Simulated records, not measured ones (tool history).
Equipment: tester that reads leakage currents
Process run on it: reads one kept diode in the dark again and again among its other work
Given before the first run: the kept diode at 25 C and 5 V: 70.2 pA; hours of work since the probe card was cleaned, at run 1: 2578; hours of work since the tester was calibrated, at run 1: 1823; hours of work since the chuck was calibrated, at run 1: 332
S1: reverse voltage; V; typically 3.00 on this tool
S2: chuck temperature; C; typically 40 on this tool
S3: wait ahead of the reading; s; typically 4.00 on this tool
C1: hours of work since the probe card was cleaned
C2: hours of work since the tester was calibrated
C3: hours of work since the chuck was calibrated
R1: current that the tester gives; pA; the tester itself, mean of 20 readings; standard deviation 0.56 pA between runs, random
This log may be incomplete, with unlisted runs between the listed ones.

| run | hour | S1 | S2 | S3 | C1 | C2 | C3 | R1 |
|---|---|---|---|---|---|---|---|---|
| 1 | 0.0 | 3.00 | 40 | 4.00 | 2578 | 1823 | 332 | 199.07 |
| 2 | 227.1 | 3.00 | 40 | 1.06 | 2758 | 2003 | 512 | 202.21 |
|  | 468.4 | probe card cleaned and baked |
| 3 | 483.3 | 3.00 | 40 | 4.00 | 12 | 2204 | 712 | 207.45 |
| 4 | 736.1 | 3.00 | 40 | 4.00 | 212 | 2404 | 913 | 212.95 |
|  | 857.7 | chuck's temperature calibrated |
| 5 | 867.7 | 3.00 | 40 | 4.00 | 315 | 2507 | 8 | 194.60 |
|  | 909.3 | probe card cleaned and baked, once more |
| 6 | 1085.8 | 3.00 | 57 | 4.00 | 140 | 2677 | 178 | 615.84 |
| 7 | 1256.8 | 3.00 | 57 | 4.00 | 275 | 2812 | 314 | 619.85 |
| 8 | 1406.5 | 3.00 | 57 | 4.00 | 394 | 2931 | 432 | 631.51 |
| 9 | 1627.2 | 3.00 | 40 | 0.50 | 569 | 3106 | 607 | 203.50 |
| 10 | 1765.9 | 3.00 | 40 | 0.50 | 679 | 3216 | 717 | 207.15 |
| 11 | 1950.2 | 14.94 | 40 | 4.00 | 825 | 3362 | 863 | 341.38 |
| 12 | 2118.7 | 14.94 | 40 | 4.00 | 958 | 3495 | 997 | 349.00 |
|  | 2139.9 | chuck's temperature calibrated |
| 13 | 2359.9 | 14.94 | 40 | 4.00 | 1148 | 3685 | 174 | 323.42 |
| 14 | 2557.3 | 3.00 | 24 | 4.00 | 1304 | 3841 | 331 | 60.19 |
| 15 | 2792.1 | 3.00 | 21 | 4.00 | 1490 | 4027 | 517 | 49.23 |
| 16 | 2909.1 | 3.00 | 21 | 4.00 | 1583 | 4120 | 609 | 49.83 |
| 17 | 3078.1 | 3.00 | 40 | 4.00 | 1717 | 4254 | 743 | 208.63 |
| 18 | 3303.8 | 3.00 | 40 | 4.00 | 1895 | 4433 | 922 | 213.63 |
|  | 3421.8 | chuck's temperature calibrated |
| 19 | 3461.8 | 3.00 | 40 | 4.00 | 2019 | 4556 | 32 | 194.78 |
| 20 | 3577.4 | 3.00 | 40 | 4.00 | 2111 | 4648 | 123 | 197.85 |
| 21 | 3688.1 | 8.37 | 45 | 2.87 | 2198 | 4735 | 211 | 389.26 |
|  | 3703.3 | tester calibrated |
| 22 | 3907.9 | 2.47 | 34 | 0.79 | 2371 | 162 | 384 | 123.21 |
| 23 | 4058.8 | 19.15 | 27 | 4.52 | 2490 | 282 | 503 | 149.82 |
| 24 | 4316.6 | 19.15 | 27 | 4.52 | 2695 | 486 | 707 | 153.74 |
| 25 | 4553.7 | 19.15 | 27 | 4.52 | 2882 | 674 | 895 | 158.68 |
|  | 4636.5 | probe card cleaned and baked |
|  | 4716.3 | chuck's temperature calibrated |
| 26 | 4796.3 | 1.17 | 27 | 4.52 | 125 | 862 | 63 | 53.83 |
| 27 | 4938.8 | 3.94 | 27 | 1.24 | 238 | 975 | 176 | 79.78 |
| 28 | 5102.3 | 4.02 | 25 | 3.23 | 367 | 1104 | 306 | 69.29 |
| 29 | 5245.0 | 4.02 | 25 | 3.23 | 480 | 1217 | 419 | 70.19 |
| 30 | 5415.5 | 3.00 | 27 | 4.00 | 616 | 1353 | 554 | 76.90 |
| 31 | 5560.6 | 3.00 | 42 | 6.42 | 730 | 1467 | 669 | 234.00 |
| 32 | 5746.2 | 13.79 | 47 | 6.42 | 878 | 1615 | 816 | 538.20 |
| 33 | 5973.8 | 2.18 | 21 | 1.99 | 1058 | 1795 | 996 | 45.85 |
|  | 5988.3 | chuck's temperature calibrated |
| 34 | 6173.9 | 2.18 | 37 | 0.59 | 1215 | 1952 | 147 | 143.07 |
| 35 | 6329.0 | 2.18 | 37 | 0.59 | 1338 | 2075 | 270 | 144.89 |
| 36 | 6554.3 | 2.18 | 28 | 0.51 | 1516 | 2253 | 448 | 76.44 |
| 37 | 6711.4 | 3.00 | 40 | 6.23 | 1641 | 2378 | 573 | 204.27 |
| 38 | 6872.6 | 3.00 | 40 | 6.23 | 1768 | 2505 | 701 | 207.17 |
| 39 | 7035.8 | 16.45 | 39 | 1.21 | 1898 | 2635 | 830 | 337.10 |

For each entry between runs, how does the tool's hidden state at the last listed run before it compare with that at the first listed run after it?
In the gap between runs 2 and 3: probe card cleaned and baked (hour 468.4)
  stray current of the dirty probe card, pA a volt: 0.936 -> 1.495; current scale over the true one, %: 0.89 -> 0.96; true chuck temperature over the reading, C: 0.74 -> 1.02
  the result without the hidden state subtracted from the measured one, R1: +14.69 -> +20.51 pA
In the gap between runs 4 and 5: chuck's temperature calibrated (hour 857.7)
  stray current of the dirty probe card, pA a volt: 1.557 -> 1.59; current scale over the true one, %: 1.04 -> 1.08; true chuck temperature over the reading, C: 1.31 -> -0.01
  the result without the hidden state subtracted from the measured one, R1: +25.29 -> +6.61 pA
In the gap between runs 5 and 6: probe card cleaned and baked, once more (hour 909.3)
  stray current of the dirty probe card, pA a volt: 1.59 -> 0.067; current scale over the true one, %: 1.08 -> 1.14; true chuck temperature over the reading, C: -0.01 -> 0.24
  the result without the hidden state subtracted from the measured one, R1: +6.61 -> +16.36 pA
In the gap between runs 12 and 13: chuck's temperature calibrated (hour 2139.9)
  stray current of the dirty probe card, pA a volt: 0.342 -> 0.402; current scale over the true one, %: 1.43 -> 1.5; true chuck temperature over the reading, C: 1.4 -> 0.34
  the result without the hidden state subtracted from the measured one, R1: +42.09 -> +17.93 pA
In the gap between runs 18 and 19: chuck's temperature calibrated (hour 3421.8)
  stray current of the dirty probe card, pA a volt: 0.643 -> 0.682; current scale over the true one, %: 1.75 -> 1.8; true chuck temperature over the reading, C: 1.4 -> 0.15
  the result without the hidden state subtracted from the measured one, R1: +25.44 -> +7.49 pA
In the gap between runs 21 and 22: tester calibrated (hour 3703.3)
  stray current of the dirty probe card, pA a volt: 0.746 -> 0.799; current scale over the true one, %: 1.86 -> 0.22; true chuck temperature over the reading, C: 0.42 -> 0.68
  the result without the hidden state subtracted from the measured one, R1: +23.95 -> +8.11 pA
In the gap between runs 25 and 26: probe card cleaned and baked (hour 4636.5); chuck's temperature calibrated (hour 4716.3)
  stray current of the dirty probe card, pA a volt: 0.974 -> 0.067; current scale over the true one, %: 0.39 -> 0.45; true chuck temperature over the reading, C: 1.47 -> 0.07
  the result without the hidden state subtracted from the measured one, R1: +33.82 -> +0.59 pA
In the gap between runs 33 and 34: chuck's temperature calibrated (hour 5988.3)
  stray current of the dirty probe card, pA a volt: 0.372 -> 0.42; current scale over the true one, %: 0.8 -> 0.85; true chuck temperature over the reading, C: 1.44 -> 0.32
  the result without the hidden state subtracted from the measured one, R1: +6.03 -> +5.32 pA

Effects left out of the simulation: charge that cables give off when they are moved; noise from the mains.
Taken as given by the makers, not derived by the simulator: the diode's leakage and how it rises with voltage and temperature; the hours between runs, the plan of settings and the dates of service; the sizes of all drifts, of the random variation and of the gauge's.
